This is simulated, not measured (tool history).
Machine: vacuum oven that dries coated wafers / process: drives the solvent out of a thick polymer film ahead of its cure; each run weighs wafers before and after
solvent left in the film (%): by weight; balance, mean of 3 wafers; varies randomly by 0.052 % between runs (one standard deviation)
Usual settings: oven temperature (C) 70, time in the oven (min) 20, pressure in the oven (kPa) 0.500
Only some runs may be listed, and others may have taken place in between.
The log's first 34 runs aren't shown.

run	hour	oven temperature (C)	time in the oven (min)	pressure in the oven (kPa)	solvent left in the film (%)
35	1833.7	70	27	0.500	0.86
36	1893.9	70	27	0.500	0.93
37	1967.8	70	27	0.844	1.19
38	2010.2	70	13	0.314	3.37
39	2045.1	82	18	0.966	0.64
40	2087.9	70	10	0.500	4.95
41	2134.8	70	10	0.720	5.05
42	2208.5	76	10	0.270	3.20
43	2242.3	70	10	0.308	4.91
44	2281.8	63	10	0.261	7.27

4 ways to go on from here, each from the tool as it stands after run 44. What would each give?
A	2341.4	70	23	0.500	?
B	2341.4	76	10	0.261	?
C	2341.4	66	29	0.558	?
D	2341.4	84	15	0.261	?

run	solvent left in the film (%)
A	1.38
B	3.22
C	1.48
D	0.41
With the hidden condition removed and each run's random variation left untouched, the same runs would have given:
run	solvent left in the film (%)
A	1.19
B	2.96
C	1.26
D	0.31

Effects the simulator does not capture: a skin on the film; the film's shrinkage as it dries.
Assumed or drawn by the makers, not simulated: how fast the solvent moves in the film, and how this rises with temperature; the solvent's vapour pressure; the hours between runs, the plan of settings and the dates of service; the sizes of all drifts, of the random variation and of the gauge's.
